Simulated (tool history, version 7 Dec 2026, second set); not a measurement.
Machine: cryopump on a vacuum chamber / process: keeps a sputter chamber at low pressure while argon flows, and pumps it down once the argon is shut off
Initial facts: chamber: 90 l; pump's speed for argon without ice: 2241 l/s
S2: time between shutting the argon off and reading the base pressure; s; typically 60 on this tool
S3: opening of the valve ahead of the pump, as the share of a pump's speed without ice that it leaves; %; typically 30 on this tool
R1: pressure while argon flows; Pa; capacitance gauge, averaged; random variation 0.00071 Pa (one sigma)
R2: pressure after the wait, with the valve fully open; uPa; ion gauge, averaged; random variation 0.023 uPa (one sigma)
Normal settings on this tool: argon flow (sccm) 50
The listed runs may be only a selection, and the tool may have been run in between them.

Run 1, hour 0: usual settings. Result: R1 0.1296 Pa, R2 1.2 uPa.
Run 2, hour 9.4: usual settings but argon flow (sccm) 29. Result: R1 0.0743 Pa, R2 1.23 uPa.
Run 3, hour 25.7: usual settings but argon flow (sccm) 29. Result: R1 0.0761 Pa, R2 1.2 uPa.
Run 4, hour 36.2: usual settings but S3 22 %. Result: R1 0.1754 Pa, R2 1.23 uPa.
Run 5, hour 47.7: usual settings but S3 22 %. Result: R1 0.175 Pa, R2 1.23 uPa.
Run 6, hour 61.9: usual settings but S3 22 %. Result: R1 0.1767 Pa, R2 1.25 uPa.
Run 7, hour 73.8: usual settings but S2 29 s. Result: R1 0.1309 Pa, R2 1.94 uPa.
Run 8, hour 91.7: usual settings but S2 290 s. Result: R1 0.1309 Pa, R2 0.73 uPa.
Run 9, hour 100: usual settings but S2 65 s, S3 21 %. Result: R1 0.1841 Pa, R2 1.27 uPa.
Run 10, hour 112.8: usual settings but S2 65 s, S3 21 %. Result: R1 0.1831 Pa, R2 1.23 uPa.
Run 11, hour 121.2: usual settings but argon flow (sccm) 34, S2 174 s, S3 19 %. Result: R1 0.1394 Pa, R2 0.88 uPa.
Run 12, hour 138.7: usual settings but argon flow (sccm) 52, S2 97 s. Result: R1 0.1363 Pa, R2 1.05 uPa.
Run 13, hour 155.9: usual settings but argon flow (sccm) 68, S3 33 %. Result: R1 0.1631 Pa, R2 1.32 uPa.
Run 14, hour 165.8: usual settings but S2 22 s, S3 21 %. Result: R1 0.1851 Pa, R2 2.55 uPa.

Alternative continuations, all from the tool just after run 14; predict every row:
Run A, hour 183.1: usual settings but argon flow (sccm) 74, S2 26 s. Result: R1 ?, R2 ?.
Run B, hour 183.1: usual settings but S2 264 s, S3 18 %. Result: R1 ?, R2 ?.
Run C, hour 183.1: usual settings but S2 22 s, S3 20 %. Result: R1 ?, R2 ?.
Run D, hour 183.1: usual settings but S2 77 s. Result: R1 ?, R2 ?.

run      R1    R2
  A   0.195  2.19
  B  0.2156  0.84
  C  0.1961  2.55
  D  0.1322  1.21
With the hidden condition removed and each run's random variation left untouched, the same runs would have given:
run      R1    R2
  A   0.186  1.66
  B  0.2095   0.3
  C    0.19     2
  D  0.1261  0.67
